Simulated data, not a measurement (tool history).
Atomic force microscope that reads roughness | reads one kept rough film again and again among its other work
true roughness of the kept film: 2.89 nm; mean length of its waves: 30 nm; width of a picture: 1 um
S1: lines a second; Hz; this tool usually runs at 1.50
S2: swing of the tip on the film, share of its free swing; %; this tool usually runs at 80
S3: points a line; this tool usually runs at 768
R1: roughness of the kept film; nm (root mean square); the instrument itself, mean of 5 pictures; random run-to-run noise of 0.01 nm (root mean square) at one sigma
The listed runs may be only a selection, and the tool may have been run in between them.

run	day	S1	S2	S3	R1
1	0.000	1.50	80	768	2.305
2	1.971	1.50	80	768	2.320
# day 4.079: new tip fitted
3	4.679	1.50	80	317	2.300
4	6.588	3.36	80	768	1.998
5	9.617	1.50	80	768	2.325
6	12.725	1.50	80	768	2.300
# day 14.567: new tip fitted
7	14.604	1.50	80	768	2.327
8	17.242	1.50	80	768	2.302
9	19.704	1.50	60	768	2.533
10	22.196	1.50	60	768	2.531
# day 25.183: new tip fitted
11	25.208	1.50	60	768	2.514
12	26.958	2.88	80	768	2.068
13	30.079	1.50	80	415	2.308
14	32.454	1.50	80	415	2.286
15	34.579	1.50	73	355	2.388
# day 35.858: new tip fitted
16	36.604	1.50	80	918	2.332
17	39.208	0.93	80	566	2.414
# day 40.354: height scale calibrated on a step standard
18	40.521	3.21	70	271	2.214
19	43.412	0.58	75	378	2.514
20	46.196	1.37	61	378	2.505
# day 46.408: new tip fitted
21	49.208	0.56	80	592	2.514
22	52.308	1.19	88	768	2.276
23	53.779	0.71	80	981	2.469
24	56.079	1.50	57	718	2.543
# day 56.942: new tip fitted
25	58.938	0.93	75	551	2.453
26	61.146	0.93	75	551	2.496
27	63.821	0.93	75	551	2.470
28	65.462	2.60	80	308	2.089

Consider 4 possible next runs. They are alternatives, not a sequence: every one starts from the tool as it was left by run 28. What does each give?
A	67.317	2.02	79	506	?
B	67.317	0.75	80	768	?
C	67.317	1.01	61	921	?
D	67.317	0.67	80	308	?

run	R1
A	2.223
B	2.457
C	2.569
D	2.474
The same runs, with their run-to-run variation unchanged, on a tool lacking any hidden condition would have given:
run	R1
A	2.229
B	2.464
C	2.576
D	2.482

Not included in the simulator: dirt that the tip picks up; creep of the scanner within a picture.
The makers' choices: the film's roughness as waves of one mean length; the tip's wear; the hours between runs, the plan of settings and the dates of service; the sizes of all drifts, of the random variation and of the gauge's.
